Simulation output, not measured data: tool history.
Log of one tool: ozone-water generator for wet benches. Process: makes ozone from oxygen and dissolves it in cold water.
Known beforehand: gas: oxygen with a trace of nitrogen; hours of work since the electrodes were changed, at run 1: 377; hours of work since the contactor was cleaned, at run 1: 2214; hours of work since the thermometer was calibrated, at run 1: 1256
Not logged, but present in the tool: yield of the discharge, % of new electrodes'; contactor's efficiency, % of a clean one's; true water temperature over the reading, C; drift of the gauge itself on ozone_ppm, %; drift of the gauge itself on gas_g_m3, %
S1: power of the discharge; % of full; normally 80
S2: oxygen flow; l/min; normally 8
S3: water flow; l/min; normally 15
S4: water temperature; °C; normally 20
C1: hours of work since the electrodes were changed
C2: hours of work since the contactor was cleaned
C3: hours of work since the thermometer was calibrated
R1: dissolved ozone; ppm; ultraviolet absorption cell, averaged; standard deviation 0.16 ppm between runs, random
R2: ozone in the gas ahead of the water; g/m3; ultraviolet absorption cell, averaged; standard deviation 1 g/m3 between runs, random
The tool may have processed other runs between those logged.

run	hour	S1	S2	S3	S4	C1	C2	C3	R1	R2
1	0	80	8	15	20	377	2214	1256	21.6	174.9
2	123.3	80	8	15	20	480	2317	1358	21.7	176.2
3	199.3	80	8	15	20	543	2380	1421	21.7	174.5
4	277.2	80	8	15	20	608	2445	1486	21.8	175.5
5	418.9	80	8	15	20	726	2563	1604	21.7	176.7
6	494.8	80	8	15	20	789	2626	1667	21.6	174
7	626.4	80	8	15	20	899	2736	1777	21.5	173.8
8	738.8	80	8	15	20	992	2829	1870	21.7	173.6
9	813.3	80	8	15	20	1054	2891	1932	21.7	173.7
10	892.5	80	6.61	18	20	1120	2957	1998	19.4	189.4
11	995.1	67	5.18	15	20	1205	3042	2083	19.8	187.1
12	1103	67	5.18	15	20	1295	3132	2173	19.6	189.8
13	1206.9	60	8.52	10	19	1382	3219	2260	22.7	138.6
14	1295.2	94	8.27	12	22	1455	3292	2333	26.4	188.3
15	1437.5	73	12.55	15	20	1573	3411	2452	18.8	130.9
16	1503.9	52	13.34	16	28	1629	3466	2507	12	100.5
17	1588.5	80	8	10	19	1699	3536	2577	28	171
# hour 1601.6: water thermometer calibrated
18	1708	47	9.08	12	20	1798	3635	89	16.8	111.5

5 ways to go on from here, each from the tool as it stands after run 18. What would each give?
A	1835.1	80	8	21	20	1904	3741	194	?	?
B	1835.1	80	8	9	20	1904	3741	194	?	?
C	1835.1	56	9.08	12	20	1904	3741	194	?	?
D	1835.1	47	9.08	18	20	1904	3741	194	?	?
E	1835.1	92	9.08	12	18	1904	3741	194	?	?

run	R1	R2
A	17.1	171.8
B	29.3	172.6
C	18.9	126
D	13.2	111.8
E	27.7	175.6
Stripped of hidden state, with their random variation kept, the same runs would have yielded:
run	R1	R2
A	17.1	175.9
B	29.4	176.6
C	18.9	129
D	13.3	114.4
E	27.7	179.7
